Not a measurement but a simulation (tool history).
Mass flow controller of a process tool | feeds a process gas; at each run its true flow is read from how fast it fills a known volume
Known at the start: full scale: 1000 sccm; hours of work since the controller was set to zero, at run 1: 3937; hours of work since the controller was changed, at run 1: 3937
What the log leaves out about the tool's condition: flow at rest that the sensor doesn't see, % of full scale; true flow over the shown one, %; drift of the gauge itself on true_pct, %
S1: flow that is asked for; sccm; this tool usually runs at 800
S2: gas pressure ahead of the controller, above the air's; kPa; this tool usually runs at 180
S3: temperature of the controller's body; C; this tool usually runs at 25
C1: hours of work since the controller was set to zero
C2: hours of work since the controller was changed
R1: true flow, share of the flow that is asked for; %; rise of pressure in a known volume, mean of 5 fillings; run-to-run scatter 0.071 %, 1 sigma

Run 1, hour 0: usual settings; C1 3937; C2 3937. Result: R1 97.95 %.
At hour 181.1: controller's zero set anew.
Run 2, hour 181.1: usual settings; C1 0; C2 4066. Result: R1 98.87 %.
Run 3, hour 300.5: usual settings; C1 85; C2 4150. Result: R1 98.96 %.
Run 4, hour 446.4: usual settings; C1 189; C2 4254. Result: R1 98.79 %.
Run 5, hour 591.4: usual settings; C1 292; C2 4357. Result: R1 99 %.
Run 6, hour 739.3: usual settings; C1 397; C2 4462. Result: R1 98.78 %.
Run 7, hour 917.8: usual settings; C1 524; C2 4589. Result: R1 98.8 %.
Run 8, hour 1092.8: usual settings but S2 156 kPa; C1 648; C2 4714. Result: R1 98.82 %.
Run 9, hour 1219: usual settings but S2 240 kPa; C1 738; C2 4804. Result: R1 98.13 %.
Run 10, hour 1398.4: usual settings but S1 139 sccm; C1 866; C2 4931. Result: R1 96.3 %.
Run 11, hour 1520.1: usual settings but S1 139 sccm; C1 952; C2 5018. Result: R1 96.37 %.
Run 12, hour 1633.7: usual settings but S1 139 sccm; C1 1033; C2 5099. Result: R1 96.21 %.
Run 13, hour 1761.2: usual settings; C1 1124; C2 5189. Result: R1 98.43 %.
Run 14, hour 1871.4: usual settings; C1 1202; C2 5268. Result: R1 98.43 %.
Run 15, hour 2008.5: usual settings but S1 294 sccm, S2 170 kPa, S3 21 C; C1 1299; C2 5365. Result: R1 97.67 %.
Run 16, hour 2185.2: usual settings but S1 294 sccm, S2 170 kPa, S3 21 C; C1 1425; C2 5491. Result: R1 97.5 %.
Run 17, hour 2315.1: usual settings but S3 33 C; C1 1517; C2 5583. Result: R1 97.4 %.
Run 18, hour 2465.1: usual settings but S1 338 sccm, S3 23 C; C1 1624; C2 5690. Result: R1 97.17 %.
Run 19, hour 2603.8: usual settings but S1 116 sccm; C1 1723; C2 5788. Result: R1 94.47 %.
Run 20, hour 2700.9: usual settings but S1 227 sccm, S2 255 kPa; C1 1792; C2 5857. Result: R1 95.66 %.
Run 21, hour 2824.7: usual settings but S1 227 sccm, S2 255 kPa; C1 1880; C2 5945. Result: R1 95.48 %.
Run 22, hour 2970.2: usual settings but S1 227 sccm, S2 206 kPa, S3 38 C; C1 1983; C2 6049. Result: R1 94.2 %.
Run 23, hour 3145.5: usual settings but S1 227 sccm, S2 206 kPa, S3 38 C; C1 2108; C2 6174. Result: R1 94.09 %.
Run 24, hour 3245.6: usual settings but S1 227 sccm, S2 206 kPa, S3 38 C; C1 2179; C2 6245. Result: R1 94.01 %.
Run 25, hour 3370.3: usual settings but S1 752 sccm, S3 21 C; C1 2268; C2 6333. Result: R1 98.34 %.
At hour 3493: controller exchanged for a calibrated one.
Run 26, hour 3538.8: usual settings but S1 542 sccm, S2 215 kPa; C1 33; C2 33. Result: R1 99.12 %.

For each run, the measured value with the value that run would have given without the tool's hidden condition subtracted. The run-to-run variation is shared by both, the gauge scatter possibly not:
run     R1
  1  -1.94
  2  -0.91
  3  -0.95
  4     -1
  5  -1.04
  6  -1.08
  7  -1.14
  8   -1.2
  9  -1.24
 10  -2.51
 11  -2.67
 12  -2.81
 13  -1.42
 14  -1.46
 15  -2.14
 16  -2.26
 17  -1.61
 18  -2.27
 19  -4.53
 20     -3
 21   -3.1
 22  -3.21
 23  -3.36
 24  -3.44
 25  -1.99
 26  -0.05
